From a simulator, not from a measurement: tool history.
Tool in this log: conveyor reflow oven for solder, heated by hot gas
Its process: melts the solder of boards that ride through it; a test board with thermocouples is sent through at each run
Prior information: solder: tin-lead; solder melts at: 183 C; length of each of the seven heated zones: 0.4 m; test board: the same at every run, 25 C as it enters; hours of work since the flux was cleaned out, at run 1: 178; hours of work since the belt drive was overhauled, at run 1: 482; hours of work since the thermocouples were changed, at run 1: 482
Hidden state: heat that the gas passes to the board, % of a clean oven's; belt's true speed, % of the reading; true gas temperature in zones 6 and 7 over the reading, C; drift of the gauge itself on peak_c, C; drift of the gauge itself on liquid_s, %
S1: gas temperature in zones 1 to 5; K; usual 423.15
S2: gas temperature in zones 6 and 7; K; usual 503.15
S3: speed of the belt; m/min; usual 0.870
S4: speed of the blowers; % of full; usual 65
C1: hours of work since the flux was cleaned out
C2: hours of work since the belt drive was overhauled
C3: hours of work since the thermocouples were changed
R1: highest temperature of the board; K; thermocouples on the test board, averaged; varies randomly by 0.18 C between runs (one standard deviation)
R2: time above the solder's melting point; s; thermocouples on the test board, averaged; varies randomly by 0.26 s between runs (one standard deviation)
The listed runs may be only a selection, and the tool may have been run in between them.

Run 1, day 0.000: usual settings; C1 178; C2 482; C3 482. Result: R1 486.95 K, R2 42.2 s.
Run 2, day 1.312: usual settings but S2 492.15 K; C1 195; C2 499; C3 499. Result: R1 478.25 K, R2 36.6 s.
Run 3, day 2.438: usual settings but S2 492.15 K; C1 210; C2 514; C3 514. Result: R1 477.75 K, R2 36.4 s.
Run 4, day 3.654: usual settings but S2 492.15 K; C1 226; C2 530; C3 530. Result: R1 478.25 K, R2 36.2 s.
Run 5, day 5.767: usual settings but S2 497.15 K; C1 254; C2 558; C3 558. Result: R1 482.15 K, R2 38.9 s.
At day 6.850: thermocouples of zones 6 and 7 changed.
Run 6, day 7.617: usual settings but S2 497.15 K; C1 277; C2 581; C3 10. Result: R1 480.15 K, R2 38.1 s.
Run 7, day 9.071: usual settings but S1 435.15 K; C1 296; C2 601; C3 29. Result: R1 488.15 K, R2 48.0 s.
Run 8, day 11.021: usual settings but S1 435.15 K; C1 322; C2 626; C3 55. Result: R1 487.85 K, R2 47.9 s.
Run 9, day 12.729: usual settings but S2 505.15 K; C1 345; C2 649; C3 78. Result: R1 486.75 K, R2 42.4 s.
Run 10, day 14.167: usual settings but S2 505.15 K; C1 364; C2 668; C3 96. Result: R1 486.85 K, R2 41.9 s.
Run 11, day 15.467: usual settings; C1 381; C2 685; C3 114. Result: R1 485.35 K, R2 41.5 s.
Run 12, day 17.246: usual settings; C1 404; C2 708; C3 137. Result: R1 484.95 K, R2 41.5 s.
Run 13, day 19.342: usual settings but S1 409.15 K; C1 432; C2 736; C3 165. Result: R1 481.95 K, R2 34.8 s.
Run 14, day 20.608: usual settings but S1 427.15 K; C1 448; C2 753; C3 181. Result: R1 485.95 K, R2 43.6 s.
At day 22.621: flux residue cleaned out of gas plates and filters.
Run 15, day 22.738: usual settings but S1 427.15 K, S3 0.812 m/min; C1 2; C2 778; C3 207. Result: R1 487.75 K, R2 48.0 s.
Run 16, day 24.092: usual settings but S1 427.15 K, S3 0.812 m/min; C1 19; C2 796; C3 224. Result: R1 487.65 K, R2 47.8 s.
Run 17, day 26.304: usual settings but S2 497.15 K, S3 0.742 m/min; C1 49; C2 825; C3 254. Result: R1 483.95 K, R2 49.3 s.
Run 18, day 28.092: usual settings but S2 496.15 K, S3 1.020 m/min; C1 72; C2 848; C3 277. Result: R1 473.65 K, R2 25.6 s.
At day 28.771: flux residue cleaned out of gas plates and filters, once more.
Run 19, day 30.604: usual settings but S2 496.15 K, S3 0.940 m/min; C1 24; C2 879; C3 308. Result: R1 479.05 K, R2 34.1 s.
Run 20, day 32.508: usual settings but S2 496.15 K, S3 0.940 m/min; C1 49; C2 904; C3 333. Result: R1 479.25 K, R2 33.7 s.
Run 21, day 34.642: usual settings but S1 436.15 K, S2 514.15 K, S3 1.032 m/min, S4 77 % of full; C1 77; C2 932; C3 361. Result: R1 495.45 K, R2 44.0 s.
Run 22, day 36.938: usual settings but S2 504.15 K, S3 0.954 m/min, S4 58 % of full; C1 108; C2 962; C3 391. Result: R1 483.35 K, R2 36.5 s.
Run 23, day 38.254: usual settings but S2 504.15 K, S3 0.954 m/min, S4 58 % of full; C1 125; C2 980; C3 408. Result: R1 483.05 K, R2 36.4 s.
Run 24, day 39.792: usual settings but S1 421.15 K, S3 0.954 m/min, S4 57 % of full; C1 145; C2 1000; C3 429. Result: R1 481.55 K, R2 34.2 s.
Run 25, day 41.171: usual settings but S1 421.15 K, S3 0.954 m/min, S4 57 % of full; C1 163; C2 1018; C3 447. Result: R1 481.55 K, R2 34.7 s.
Run 26, day 43.117: usual settings but S1 414.15 K, S2 494.15 K, S3 0.954 m/min, S4 57 % of full; C1 189; C2 1044; C3 472. Result: R1 472.55 K, R2 24.9 s.
Run 27, day 44.467: usual settings but S1 414.15 K, S2 494.15 K, S3 0.954 m/min, S4 57 % of full; C1 207; C2 1061; C3 490. Result: R1 472.65 K, R2 25.3 s.
Run 28, day 45.979: usual settings but S1 414.15 K, S2 494.15 K, S3 0.954 m/min, S4 57 % of full; C1 227; C2 1081; C3 510. Result: R1 472.35 K, R2 25.2 s.
Run 29, day 46.933: usual settings but S1 414.15 K, S2 494.15 K, S3 0.954 m/min, S4 57 % of full; C1 239; C2 1094; C3 523. Result: R1 472.75 K, R2 25.1 s.
Run 30, day 48.412: usual settings but S1 422.15 K, S2 513.15 K, S3 0.740 m/min, S4 71 % of full; C1 259; C2 1113; C3 542. Result: R1 500.85 K, R2 59.3 s.

Consider 3 possible next runs. They are alternatives, not a sequence: every one starts from the tool as it was left by run 30. What does each give?
At day 49.338: belt drive overhauled, speed set with a stopwatch.
At day 50.846: thermocouples of zones 6 and 7 changed.
Run A, day 50.888: usual settings but S1 410.15 K, S2 517.15 K, S3 0.740 m/min, S4 71 % of full; C1 288; C2 19; C3 1. Result: R1 ?, R2 ?.
At day 49.338: belt drive overhauled, speed set with a stopwatch.
At day 50.846: thermocouples of zones 6 and 7 changed.
Run B, day 50.888: usual settings but S1 424.15 K, S2 499.15 K, S4 79 % of full; C1 288; C2 19; C3 1. Result: R1 ?, R2 ?.
At day 49.338: belt drive overhauled, speed set with a stopwatch.
At day 50.846: thermocouples of zones 6 and 7 changed.
Run C, day 50.888: usual settings but S1 429.15 K, S2 513.15 K, S3 0.740 m/min, S4 55 % of full; C1 288; C2 19; C3 1. Result: R1 ?, R2 ?.

run      R1    R2
  A  500.75  53.9
  B  484.05  40.7
  C  497.05  57.9
Take away the tool's hidden state, keep each run's random variation, and the runs would have read:
run      R1    R2
  A  501.85  54.5
  B  484.95  41.5
  C  497.75  58.4

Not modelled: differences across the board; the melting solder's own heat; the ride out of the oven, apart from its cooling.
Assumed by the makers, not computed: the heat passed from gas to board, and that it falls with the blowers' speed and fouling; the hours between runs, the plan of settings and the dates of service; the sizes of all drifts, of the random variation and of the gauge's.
